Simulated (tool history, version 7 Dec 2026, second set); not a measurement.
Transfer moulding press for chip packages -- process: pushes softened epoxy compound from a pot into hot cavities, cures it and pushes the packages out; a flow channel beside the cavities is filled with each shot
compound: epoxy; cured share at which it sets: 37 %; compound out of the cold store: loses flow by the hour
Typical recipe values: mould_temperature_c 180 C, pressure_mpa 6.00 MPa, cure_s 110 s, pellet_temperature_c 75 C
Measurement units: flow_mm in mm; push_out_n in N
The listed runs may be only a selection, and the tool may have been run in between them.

run,day,mould_temperature_c,pressure_mpa,cure_s,pellet_temperature_c,incoming compound's hours out of the cold store,flow_mm,push_out_n
1,0.000,180,6.00,110,75,8.3,780,314
# day 0.675: cavities cleaned with cleaning compound and waxed
2,0.842,180,6.00,110,75,10.4,778,226
3,1.788,180,6.00,110,75,19.5,757,275
4,2.883,180,6.00,110,79,20.3,756,314
# day 3.458: cavities cleaned with cleaning compound and waxed
5,3.896,180,7.01,110,75,32.8,788,230
6,4.596,180,6.00,110,75,16.7,759,262
7,5.462,180,6.00,110,75,39.0,720,304
# day 6.325: plunger's sealing rings changed
# day 6.388: cavities cleaned with cleaning compound and waxed
8,6.779,180,6.00,110,75,13.7,771,224
9,7.842,180,6.00,110,75,13.6,778,274
10,9.046,180,6.00,110,75,11.5,779,325
# day 9.188: cavities cleaned with cleaning compound and waxed
11,9.883,180,6.00,110,75,43.5,719,235
12,11.167,180,6.00,110,75,29.6,739,298
# day 12.038: cavities cleaned with cleaning compound and waxed
13,12.062,180,7.30,110,75,31.1,814,192
14,13.329,180,7.30,110,75,24.6,821,265
15,13.904,180,7.30,110,75,18.7,833,296
16,14.467,185,5.39,100,78,45.4,661,290
# day 14.817: cavities cleaned with cleaning compound and waxed
17,15.179,179,5.39,121,78,13.6,728,207
18,16.033,179,5.39,121,78,29.2,704,256
19,16.846,179,5.39,121,78,22.2,708,281
# day 17.646: cavities cleaned with cleaning compound and waxed
20,17.738,174,5.39,101,78,37.8,696,273
21,18.583,185,5.39,101,78,37.0,669,248
# day 19.008: plunger's sealing rings changed
22,19.504,185,5.39,101,74,9.8,733,281
# day 20.621: cavities cleaned with cleaning compound and waxed
23,20.646,185,5.39,101,74,14.3,722,195
24,21.833,184,5.03,149,66,36.8,664,247
25,22.658,184,5.03,149,66,9.6,702,266
# day 23.488: cavities cleaned with cleaning compound and waxed
26,23.962,184,6.08,149,66,14.0,764,201
27,25.171,180,6.74,110,81,22.9,795,277
# day 26.254: cavities cleaned with cleaning compound and waxed
28,26.512,180,6.74,110,81,20.7,800,203

Selected run-to-run steps in flow_mm, each split into two signed amounts: the part the tool would show with no hidden state at all (from settings, incoming material and random variation), and the remainder, which goes to the hidden state together with any gauge scatter not common to the measured and the hidden-state-free results:
Hidden conditions of the tool in this case: true mould temperature over the reading, C; pressure that reaches the compound, % of what is set; grip of the stained cavities, % over clean ones'; drift of the gauge itself on flow_mm, %; drift of the gauge itself on push_out_n, %.
Run 7 -> 8: plunger's sealing rings changed, cavities cleaned with cleaning compound and waxed. flow_mm +51 mm: hidden state +10, all else +41.
Run 12 -> 13: pressure_mpa 6.00 -> 7.30, cavities cleaned with cleaning compound and waxed. flow_mm +75 mm: hidden state -2, all else +77.
Run 15 -> 16: mould_temperature_c 180 -> 185, pressure_mpa 7.30 -> 5.39, cure_s 110 -> 100, pellet_temperature_c 75 -> 78. flow_mm -172 mm: hidden state +2, all else -174.
Run 21 -> 22: pellet_temperature_c 78 -> 74, plunger's sealing rings changed. flow_mm +64 mm: hidden state +15, all else +49.

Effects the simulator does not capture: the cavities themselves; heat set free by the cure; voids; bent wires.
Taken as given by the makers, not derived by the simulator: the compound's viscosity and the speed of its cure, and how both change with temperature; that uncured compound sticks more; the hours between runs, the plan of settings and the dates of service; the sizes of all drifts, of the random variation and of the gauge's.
